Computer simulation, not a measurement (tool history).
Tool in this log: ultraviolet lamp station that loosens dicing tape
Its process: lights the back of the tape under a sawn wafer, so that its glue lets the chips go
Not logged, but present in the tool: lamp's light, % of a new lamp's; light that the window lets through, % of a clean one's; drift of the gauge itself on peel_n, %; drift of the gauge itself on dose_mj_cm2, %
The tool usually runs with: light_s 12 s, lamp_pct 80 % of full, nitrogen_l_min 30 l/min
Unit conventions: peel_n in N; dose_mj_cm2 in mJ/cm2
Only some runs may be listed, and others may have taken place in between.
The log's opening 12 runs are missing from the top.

| run | hour | light_s | lamp_pct | nitrogen_l_min | hours of work of the lamp | hours of work since the window was cleaned | peel_n | dose_mj_cm2 |
|---|---|---|---|---|---|---|---|---|
| 13 | 142.9 | 12 | 80 | 30 | 154 | 187 | 0.6 | 405 |
| 14 | 156.8 | 12 | 80 | 30 | 161 | 194 | 0.603 | 400 |
| 15 | 164.2 | 12 | 80 | 30 | 165 | 198 | 0.612 | 403 |
| 16 | 177.7 | 12 | 80 | 30 | 171 | 204 | 0.609 | 396 |
| 17 | 188.2 | 12 | 80 | 30 | 176 | 209 | 0.615 | 398 |
| 18 | 196.6 | 12 | 80 | 30 | 180 | 213 | 0.621 | 397 |
|  | 198.3 | window cleaned of glue's vapour |
| 19 | 205.5 | 14 | 83 | 30 | 184 | 3 | 0.506 | 460 |
| 20 | 216.9 | 14 | 83 | 30 | 190 | 9 | 0.5 | 461 |
| 21 | 231.2 | 14 | 68 | 30 | 197 | 16 | 0.68 | 381 |
| 22 | 242.1 | 14 | 68 | 30 | 202 | 21 | 0.68 | 382 |
| 23 | 249.4 | 8 | 61 | 17 | 205 | 25 | 1.505 | 194 |
| 24 | 257.8 | 8 | 61 | 10 | 209 | 29 | 1.7 | 194 |
| 25 | 269.4 | 8 | 61 | 10 | 215 | 34 | 1.716 | 190 |
| 26 | 278.5 | 15 | 75 | 30 | 219 | 39 | 0.554 | 444 |
|  | 284.6 | window cleaned of glue's vapour, once more |
| 27 | 286.6 | 15 | 75 | 30 | 223 | 1 | 0.488 | 485 |
| 28 | 300 | 6 | 65 | 18 | 229 | 7 | 1.695 | 170 |
| 29 | 316.1 | 10 | 93 | 30 | 237 | 15 | 0.639 | 396 |
| 30 | 323.9 | 12 | 60 | 30 | 241 | 19 | 0.851 | 306 |
| 31 | 337.4 | 11 | 69 | 30 | 247 | 25 | 0.824 | 319 |
| 32 | 353.5 | 11 | 85 | 36 | 255 | 33 | 0.592 | 393 |
| 33 | 365.7 | 12 | 81 | 30 | 261 | 39 | 0.613 | 405 |
| 34 | 377.3 | 12 | 81 | 30 | 267 | 45 | 0.586 | 404 |
| 35 | 387.8 | 12 | 60 | 30 | 272 | 50 | 0.872 | 301 |

4 options for the next run, each taken on its own from the tool as it stands now. Forecast them:
| A | 394.4 | 12 | 75 | 30 | 275 | 53 | ? | ? |
| B | 394.4 | 6 | 62 | 41 | 275 | 53 | ? | ? |
| C | 394.4 | 22 | 98 | 30 | 275 | 53 | ? | ? |
| D | 394.4 | 17 | 60 | 30 | 275 | 53 | ? | ? |

| run | peel_n | dose_mj_cm2 |
|---|---|---|
| A | 0.676 | 373 |
| B | 1.464 | 154 |
| C | 0.28 | 894 |
| D | 0.58 | 426 |
Stripped of hidden state, with their random variation kept, the same runs would have yielded:
| run | peel_n | dose_mj_cm2 |
|---|---|---|
| A | 0.567 | 430 |
| B | 1.314 | 177 |
| C | 0.265 | 1030 |
| D | 0.487 | 491 |
